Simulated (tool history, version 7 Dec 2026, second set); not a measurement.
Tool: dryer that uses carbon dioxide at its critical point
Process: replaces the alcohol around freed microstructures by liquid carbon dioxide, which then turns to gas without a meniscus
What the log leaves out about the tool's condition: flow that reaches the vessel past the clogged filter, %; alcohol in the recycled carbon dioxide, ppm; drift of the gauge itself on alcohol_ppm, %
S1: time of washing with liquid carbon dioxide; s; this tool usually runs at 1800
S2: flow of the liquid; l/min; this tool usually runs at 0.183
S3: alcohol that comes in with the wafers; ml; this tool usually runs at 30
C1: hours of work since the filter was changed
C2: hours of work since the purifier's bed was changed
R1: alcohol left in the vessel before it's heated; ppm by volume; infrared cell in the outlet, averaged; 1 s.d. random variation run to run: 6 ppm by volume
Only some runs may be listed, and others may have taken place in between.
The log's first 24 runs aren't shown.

run   hour    S1     S2  S3   C1   C2    R1
 25  243.3  1200  0.203  25  189  363  1166
 26  255.3  1200  0.203  25  195  369  1192
     266.4  -- inlet filter changed
 27  269.3  1200  0.225  69    1  376  1246
 28  275.1  1440  0.183  96    4  378  1976
 29  282.8  2640  0.194  29    8  382    34
 30  290.8  1440  0.267  78   12  386   279
 31    300  1200  0.167  40   16  391  2138
 32  313.6  1620  0.141  61   23  397  2249
 33  324.1  2220  0.183  22   28  402    86
 34  337.5  1800  0.183  77   35  409   698
 35  347.8  2520  0.131  29   40  414   286
 36  353.5  2520  0.131  29   43  417   298
 37  361.2  1860  0.183  83   46  421   691
 38    372  2340  0.208  30   52  426    53
 39  383.2  2340  0.208  92   57  431    98
 40  395.9  2700   0.16  37   63  438   110
 41  402.7  1140  0.183  30   67  441  1618
 42  412.8  1140  0.183  71   71  446  3758
 43  424.6  1800  0.235  30   77  452    91
 44    433  2160  0.282  73   81  456    40
 45  440.4  1140  0.183  53   85  459  3070
 46  454.3  1140  0.183  53   92  466  3113
 47  462.4  2280  0.248  30   96  470    41

Each row is a separate what-if for the run after 47, all from the same tool condition, not one after another. Results?
  A  471.9  1680  0.183  45  100  475   ?
  B  471.9  2280  0.183  54  100  475   ?
  C  471.9  1800  0.183  30  100  475   ?
  D  471.9  2280  0.225  71  100  475   ?

run   R1
  A  723
  B  211
  C  366
  D   87
Take away the tool's hidden state, keep each run's random variation, and the runs would have read:
run   R1
  A  470
  B  112
  C  226
  D   34

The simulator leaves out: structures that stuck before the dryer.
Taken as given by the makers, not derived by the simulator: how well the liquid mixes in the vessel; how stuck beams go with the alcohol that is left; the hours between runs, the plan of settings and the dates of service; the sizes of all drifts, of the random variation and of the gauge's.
